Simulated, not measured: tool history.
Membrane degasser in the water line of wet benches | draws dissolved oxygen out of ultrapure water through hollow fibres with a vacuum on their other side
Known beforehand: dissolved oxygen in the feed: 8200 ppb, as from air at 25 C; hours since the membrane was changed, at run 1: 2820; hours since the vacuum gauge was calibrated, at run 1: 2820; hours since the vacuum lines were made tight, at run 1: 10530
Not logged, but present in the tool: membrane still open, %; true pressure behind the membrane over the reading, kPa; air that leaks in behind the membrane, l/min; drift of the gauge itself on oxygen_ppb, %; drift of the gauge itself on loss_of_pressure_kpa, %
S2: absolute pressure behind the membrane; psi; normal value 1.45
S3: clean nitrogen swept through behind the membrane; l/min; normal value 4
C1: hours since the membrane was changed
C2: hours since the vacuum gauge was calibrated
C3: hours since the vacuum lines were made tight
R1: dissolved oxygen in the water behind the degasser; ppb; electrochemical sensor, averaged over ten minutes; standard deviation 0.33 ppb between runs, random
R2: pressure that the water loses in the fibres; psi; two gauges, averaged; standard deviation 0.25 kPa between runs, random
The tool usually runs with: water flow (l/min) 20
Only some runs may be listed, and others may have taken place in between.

run 1 hour=0 | water_flow_(l/min)=20 S2=1.45 S3=4 | C1=2820 C2=2820 C3=10530 | R1=87.2 R2=10.051
run 2 hour=79.8 | water_flow_(l/min)=20 S2=1.26 S3=4 | C1=2900 C2=2900 C3=10609 | R1=71.7 R2=10.021
run 3 hour=178.8 | water_flow_(l/min)=20 S2=1.26 S3=4 | C1=2999 C2=2999 C3=10708 | R1=71.4 R2=10.106
run 4 hour=280.3 | water_flow_(l/min)=20 S2=1.26 S3=4 | C1=3100 C2=3100 C3=10810 | R1=71 R2=10.132
run 5 hour=394.3 | water_flow_(l/min)=20 S2=1.26 S3=4 | C1=3214 C2=3214 C3=10924 | R1=71.7 R2=10.076
run 6 hour=472.6 | water_flow_(l/min)=20 S2=1.26 S3=4 | C1=3292 C2=3292 C3=11002 | R1=71.7 R2=10.024
-- hour=483.5 vacuum gauge calibrated
run 7 hour=535.2 | water_flow_(l/min)=20 S2=1.26 S3=4 | C1=3354 C2=52 C3=11064 | R1=71.4 R2=10.112
run 8 hour=625.3 | water_flow_(l/min)=20 S2=1.26 S3=4 | C1=3445 C2=142 C3=11154 | R1=71.8 R2=10.034
-- hour=686.5 vacuum gauge calibrated, once more
run 9 hour=704.1 | water_flow_(l/min)=20 S2=1.26 S3=4 | C1=3523 C2=18 C3=11233 | R1=71.7 R2=10.031
run 10 hour=770.3 | water_flow_(l/min)=20 S2=1.26 S3=4 | C1=3589 C2=84 C3=11299 | R1=71.5 R2=10.095
run 11 hour=885.3 | water_flow_(l/min)=22 S2=1.45 S3=4 | C1=3704 C2=199 C3=11414 | R1=96.2 R2=11.117
run 12 hour=990.1 | water_flow_(l/min)=23 S2=1.38 S3=6.83 | C1=3809 C2=304 C3=11519 | R1=57.5 R2=11.599
run 13 hour=1083.1 | water_flow_(l/min)=23 S2=1.38 S3=1.63 | C1=3902 C2=397 C3=11612 | R1=208.2 R2=11.642
run 14 hour=1180.1 | water_flow_(l/min)=23 S2=1.38 S3=1.63 | C1=3999 C2=494 C3=11709 | R1=208.9 R2=11.631
run 15 hour=1246.5 | water_flow_(l/min)=23 S2=1.38 S3=1.63 | C1=4065 C2=560 C3=11775 | R1=208.9 R2=11.645
run 16 hour=1334.4 | water_flow_(l/min)=18 S2=2.42 S3=1.63 | C1=4153 C2=648 C3=11863 | R1=350.1 R2=9.149
run 17 hour=1445.9 | water_flow_(l/min)=17 S2=2.18 S3=11.36 | C1=4265 C2=759 C3=11975 | R1=47.9 R2=8.562
run 18 hour=1568.1 | water_flow_(l/min)=17 S2=2.93 S3=2.75 | C1=4387 C2=882 C3=12097 | R1=261.6 R2=8.595
run 19 hour=1637.9 | water_flow_(l/min)=17 S2=2.93 S3=2.75 | C1=4457 C2=951 C3=12166 | R1=258.8 R2=8.608
run 20 hour=1727.3 | water_flow_(l/min)=17 S2=2.93 S3=2.75 | C1=4546 C2=1041 C3=12256 | R1=260 R2=8.673
run 21 hour=1843.6 | water_flow_(l/min)=13 S2=3.18 S3=10.7 | C1=4662 C2=1157 C3=12372 | R1=61 R2=6.582
run 22 hour=1963.2 | water_flow_(l/min)=24 S2=0.87 S3=4.63 | C1=4782 C2=1277 C3=12492 | R1=40.7 R2=12.163

Here are 4 independent what-if runs from the current tool condition. What would each one return?
run A hour=2022.3 | water_flow_(l/min)=13 S2=1.45 S3=4 | C1=4841 C2=1336 C3=12551 | R1=? R2=?
run B hour=2022.3 | water_flow_(l/min)=32 S2=1.23 S3=10.06 | C1=4841 C2=1336 C3=12551 | R1=? R2=?
run C hour=2022.3 | water_flow_(l/min)=20 S2=1.45 S3=1.83 | C1=4841 C2=1336 C3=12551 | R1=? R2=?
run D hour=2022.3 | water_flow_(l/min)=24 S2=0.87 S3=6.23 | C1=4841 C2=1336 C3=12551 | R1=? R2=?

run=A R1=58.7 R2=6.618
run=B R1=50.3 R2=16.185
run=C R1=181.5 R2=10.274
run=D R1=31.6 R2=12.19
With no hidden state in the tool, these same runs would have given:
run=A R1=55 R2=6.448
run=B R1=47.8 R2=15.77
run=C R1=175.2 R2=10.011
run=D R1=29.8 R2=11.879

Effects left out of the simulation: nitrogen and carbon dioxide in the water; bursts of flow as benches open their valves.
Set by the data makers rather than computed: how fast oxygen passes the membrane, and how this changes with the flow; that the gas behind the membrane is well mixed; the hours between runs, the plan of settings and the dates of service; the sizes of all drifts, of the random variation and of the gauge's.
